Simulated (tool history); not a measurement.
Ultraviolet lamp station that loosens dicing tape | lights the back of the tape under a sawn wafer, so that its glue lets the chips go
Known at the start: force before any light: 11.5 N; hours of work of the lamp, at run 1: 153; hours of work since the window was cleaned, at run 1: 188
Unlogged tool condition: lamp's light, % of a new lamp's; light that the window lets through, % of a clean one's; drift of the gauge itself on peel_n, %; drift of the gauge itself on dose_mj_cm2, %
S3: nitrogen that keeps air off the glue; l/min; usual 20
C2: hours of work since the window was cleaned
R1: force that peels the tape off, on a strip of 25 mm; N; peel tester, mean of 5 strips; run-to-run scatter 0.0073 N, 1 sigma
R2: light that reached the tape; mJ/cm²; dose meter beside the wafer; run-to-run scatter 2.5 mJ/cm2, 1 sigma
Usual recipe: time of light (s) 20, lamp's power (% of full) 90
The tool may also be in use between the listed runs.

{"run": 1, "hour": 0.0, "time of light (s)": 20, "lamp's power (% of full)": 90, "S3": 20, "hours of work of the lamp": 153, "C2": 188, "R1": 0.329, "R2": 269}
{"run": 2, "hour": 9.4, "time of light (s)": 20, "lamp's power (% of full)": 90, "S3": 20, "hours of work of the lamp": 159, "C2": 194, "R1": 0.339, "R2": 268}
{"run": 3, "hour": 18.3, "time of light (s)": 20, "lamp's power (% of full)": 90, "S3": 20, "hours of work of the lamp": 165, "C2": 199, "R1": 0.351, "R2": 270}
{"run": 4, "hour": 36.7, "time of light (s)": 20, "lamp's power (% of full)": 90, "S3": 20, "hours of work of the lamp": 176, "C2": 211, "R1": 0.347, "R2": 269}
{"run": 5, "hour": 45.1, "time of light (s)": 20, "lamp's power (% of full)": 90, "S3": 9, "hours of work of the lamp": 181, "C2": 216, "R1": 0.757, "R2": 260}
{"run": 6, "hour": 55.1, "time of light (s)": 20, "lamp's power (% of full)": 90, "S3": 9, "hours of work of the lamp": 188, "C2": 223, "R1": 0.775, "R2": 266}
{"run": 7, "hour": 68.6, "time of light (s)": 20, "lamp's power (% of full)": 90, "S3": 9, "hours of work of the lamp": 196, "C2": 231, "R1": 0.767, "R2": 259}
{"run": 8, "hour": 80.0, "time of light (s)": 20, "lamp's power (% of full)": 90, "S3": 20, "hours of work of the lamp": 204, "C2": 238, "R1": 0.349, "R2": 259}
{"run": 9, "hour": 88.4, "time of light (s)": 20, "lamp's power (% of full)": 90, "S3": 20, "hours of work of the lamp": 209, "C2": 243, "R1": 0.356, "R2": 259}
{"run": 10, "hour": 106.6, "time of light (s)": 20, "lamp's power (% of full)": 90, "S3": 20, "hours of work of the lamp": 220, "C2": 255, "R1": 0.364, "R2": 259}
{"hour": 109.0, "done": "window cleaned of glue's vapour"}
{"run": 11, "hour": 116.1, "time of light (s)": 20, "lamp's power (% of full)": 90, "S3": 37, "hours of work of the lamp": 226, "C2": 4, "R1": 0.264, "R2": 245}
{"run": 12, "hour": 136.0, "time of light (s)": 37, "lamp's power (% of full)": 95, "S3": 22, "hours of work of the lamp": 239, "C2": 17, "R1": 0.144, "R2": 468}
{"run": 13, "hour": 150.4, "time of light (s)": 15, "lamp's power (% of full)": 95, "S3": 6, "hours of work of the lamp": 248, "C2": 26, "R1": 2.048, "R2": 189}
{"run": 14, "hour": 159.6, "time of light (s)": 15, "lamp's power (% of full)": 95, "S3": 6, "hours of work of the lamp": 253, "C2": 32, "R1": 1.985, "R2": 190}
{"run": 15, "hour": 177.1, "time of light (s)": 13, "lamp's power (% of full)": 83, "S3": 6, "hours of work of the lamp": 264, "C2": 43, "R1": 3.061, "R2": 143}
{"run": 16, "hour": 190.6, "time of light (s)": 19, "lamp's power (% of full)": 66, "S3": 14, "hours of work of the lamp": 273, "C2": 51, "R1": 1.398, "R2": 168}
{"run": 17, "hour": 204.2, "time of light (s)": 14, "lamp's power (% of full)": 60, "S3": 34, "hours of work of the lamp": 282, "C2": 60, "R1": 1.603, "R2": 107}
{"run": 18, "hour": 221.7, "time of light (s)": 14, "lamp's power (% of full)": 60, "S3": 34, "hours of work of the lamp": 293, "C2": 71, "R1": 1.667, "R2": 113}
{"hour": 232.5, "done": "window cleaned of glue's vapour, once more"}
{"run": 19, "hour": 242.7, "time of light (s)": 38, "lamp's power (% of full)": 80, "S3": 15, "hours of work of the lamp": 306, "C2": 6, "R1": 0.169, "R2": 469}
{"run": 20, "hour": 257.6, "time of light (s)": 20, "lamp's power (% of full)": 67, "S3": 20, "hours of work of the lamp": 315, "C2": 16, "R1": 0.648, "R2": 201}

Here are 5 independent what-if runs from the current tool condition. What would each one return?
{"run": "A", "hour": 272.4, "time of light (s)": 20, "lamp's power (% of full)": 70, "S3": 7, "hours of work of the lamp": 324, "C2": 25, "R1": "?", "R2": "?"}
{"run": "B", "hour": 272.4, "time of light (s)": 20, "lamp's power (% of full)": 80, "S3": 20, "hours of work of the lamp": 324, "C2": 25, "R1": "?", "R2": "?"}
{"run": "C", "hour": 272.4, "time of light (s)": 39, "lamp's power (% of full)": 87, "S3": 12, "hours of work of the lamp": 324, "C2": 25, "R1": "?", "R2": "?"}
{"run": "D", "hour": 272.4, "time of light (s)": 35, "lamp's power (% of full)": 74, "S3": 20, "hours of work of the lamp": 324, "C2": 25, "R1": "?", "R2": "?"}
{"run": "E", "hour": 272.4, "time of light (s)": 20, "lamp's power (% of full)": 96, "S3": 20, "hours of work of the lamp": 324, "C2": 25, "R1": "?", "R2": "?"}

run=A R1=1.505 R2=213
run=B R1=0.421 R2=241
run=C R1=0.164 R2=519
run=D R1=0.167 R2=391
run=E R1=0.276 R2=298
Had the tool no hidden state, the same runs would have come out as:
run=A R1=1.287 R2=231
run=B R1=0.347 R2=260
run=C R1=0.157 R2=562
run=D R1=0.156 R2=423
run=E R1=0.234 R2=322
